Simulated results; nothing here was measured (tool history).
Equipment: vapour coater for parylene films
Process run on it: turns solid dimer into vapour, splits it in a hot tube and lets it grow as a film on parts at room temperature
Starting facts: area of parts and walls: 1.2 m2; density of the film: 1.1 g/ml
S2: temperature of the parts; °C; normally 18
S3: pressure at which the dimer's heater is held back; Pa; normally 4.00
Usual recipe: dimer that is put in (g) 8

run 1 hour=0.0 | dimer_that_is_put_in_(g)=8 S2=18 S3=4.00 | thickness_of_the_film_(nm)=4620
run 2 hour=51.5 | dimer_that_is_put_in_(g)=8 S2=18 S3=4.00 | thickness_of_the_film_(nm)=4660
run 3 hour=84.5 | dimer_that_is_put_in_(g)=8 S2=18 S3=4.00 | thickness_of_the_film_(nm)=4640
run 4 hour=124.9 | dimer_that_is_put_in_(g)=8 S2=18 S3=5.12 | thickness_of_the_film_(nm)=4380
run 5 hour=183.2 | dimer_that_is_put_in_(g)=8 S2=14 S3=4.00 | thickness_of_the_film_(nm)=5180
run 6 hour=218.9 | dimer_that_is_put_in_(g)=8 S2=14 S3=4.00 | thickness_of_the_film_(nm)=5180
run 7 hour=257.1 | dimer_that_is_put_in_(g)=8 S2=14 S3=4.00 | thickness_of_the_film_(nm)=5120
run 8 hour=316.3 | dimer_that_is_put_in_(g)=8 S2=14 S3=4.00 | thickness_of_the_film_(nm)=5100
run 9 hour=375.0 | dimer_that_is_put_in_(g)=8 S2=18 S3=4.00 | thickness_of_the_film_(nm)=4550
run 10 hour=433.6 | dimer_that_is_put_in_(g)=8 S2=18 S3=4.00 | thickness_of_the_film_(nm)=4450
run 11 hour=467.0 | dimer_that_is_put_in_(g)=8 S2=18 S3=4.00 | thickness_of_the_film_(nm)=4420
run 12 hour=525.3 | dimer_that_is_put_in_(g)=10 S2=18 S3=4.00 | thickness_of_the_film_(nm)=5560
run 13 hour=573.8 | dimer_that_is_put_in_(g)=10 S2=18 S3=7.62 | thickness_of_the_film_(nm)=4750
run 14 hour=599.4 | dimer_that_is_put_in_(g)=10 S2=18 S3=7.62 | thickness_of_the_film_(nm)=4770
run 15 hour=653.3 | dimer_that_is_put_in_(g)=8 S2=18 S3=4.00 | thickness_of_the_film_(nm)=4370
run 16 hour=700.7 | dimer_that_is_put_in_(g)=8 S2=18 S3=4.00 | thickness_of_the_film_(nm)=4280
-- hour=756.6 table's thermometer calibrated
run 17 hour=756.6 | dimer_that_is_put_in_(g)=8 S2=18 S3=4.00 | thickness_of_the_film_(nm)=4200
run 18 hour=789.5 | dimer_that_is_put_in_(g)=8 S2=18 S3=4.00 | thickness_of_the_film_(nm)=4200
-- hour=827.7 trap's valve overhauled
run 19 hour=843.3 | dimer_that_is_put_in_(g)=8 S2=18 S3=4.00 | thickness_of_the_film_(nm)=4550
run 20 hour=873.4 | dimer_that_is_put_in_(g)=4 S2=22 S3=2.16 | thickness_of_the_film_(nm)=2290
run 21 hour=905.1 | dimer_that_is_put_in_(g)=4 S2=22 S3=2.16 | thickness_of_the_film_(nm)=2250
run 22 hour=950.7 | dimer_that_is_put_in_(g)=4 S2=22 S3=2.16 | thickness_of_the_film_(nm)=2300
-- hour=992.6 table's thermometer calibrated, once more
run 23 hour=999.6 | dimer_that_is_put_in_(g)=6 S2=21 S3=6.95 | thickness_of_the_film_(nm)=2840
run 24 hour=1036.1 | dimer_that_is_put_in_(g)=11 S2=13 S3=2.96 | thickness_of_the_film_(nm)=7860
run 25 hour=1071.3 | dimer_that_is_put_in_(g)=11 S2=13 S3=2.96 | thickness_of_the_film_(nm)=8030
run 26 hour=1117.0 | dimer_that_is_put_in_(g)=11 S2=13 S3=2.96 | thickness_of_the_film_(nm)=7890
run 27 hour=1151.8 | dimer_that_is_put_in_(g)=11 S2=28 S3=2.96 | thickness_of_the_film_(nm)=4950
run 28 hour=1194.6 | dimer_that_is_put_in_(g)=3 S2=18 S3=8.31 | thickness_of_the_film_(nm)=1440
run 29 hour=1229.6 | dimer_that_is_put_in_(g)=8 S2=17 S3=6.67 | thickness_of_the_film_(nm)=4190
run 30 hour=1261.8 | dimer_that_is_put_in_(g)=12 S2=18 S3=3.81 | thickness_of_the_film_(nm)=6810
run 31 hour=1298.0 | dimer_that_is_put_in_(g)=8 S2=23 S3=11.67 | thickness_of_the_film_(nm)=3070
run 32 hour=1345.4 | dimer_that_is_put_in_(g)=8 S2=27 S3=4.00 | thickness_of_the_film_(nm)=3370
run 33 hour=1375.9 | dimer_that_is_put_in_(g)=8 S2=27 S3=4.00 | thickness_of_the_film_(nm)=3380
run 34 hour=1434.9 | dimer_that_is_put_in_(g)=8 S2=27 S3=4.00 | thickness_of_the_film_(nm)=3370
run 35 hour=1481.9 | dimer_that_is_put_in_(g)=8 S2=24 S3=7.15 | thickness_of_the_film_(nm)=3240

For some of the steps in thickness of the film (nm) from one run to the next: how much would appear even if the tool had no hidden state, given the settings, what came in and random variation, and how much remains for the hidden state plus any gauge scatter that the measured result and the result without hidden state don't share?
Hidden state at play: vapour lost through the trap's worn valve, %; true temperature of the parts over the reading, C; drift of the gauge itself on film_um, %.
Run 18 -> 19: trap's valve overhauled. thickness of the film (nm) +350: hidden state +360, all else -10.
Run 23 -> 24: dimer that is put in (g) 6 -> 11, S2 21 -> 13, S3 6.95 -> 2.96. thickness of the film (nm) +5020: hidden state -130, all else +5150.
Run 27 -> 28: dimer that is put in (g) 11 -> 3, S2 28 -> 18, S3 2.96 -> 8.31. thickness of the film (nm) -3510: hidden state +120, all else -3630.
Run 28 -> 29: dimer that is put in (g) 3 -> 8, S2 18 -> 17, S3 8.31 -> 6.67. thickness of the film (nm) +2750: hidden state -140, all else +2890.
Run 30 -> 31: dimer that is put in (g) 12 -> 8, S2 18 -> 23, S3 3.81 -> 11.67. thickness of the film (nm) -3740: hidden state +180, all else -3920.

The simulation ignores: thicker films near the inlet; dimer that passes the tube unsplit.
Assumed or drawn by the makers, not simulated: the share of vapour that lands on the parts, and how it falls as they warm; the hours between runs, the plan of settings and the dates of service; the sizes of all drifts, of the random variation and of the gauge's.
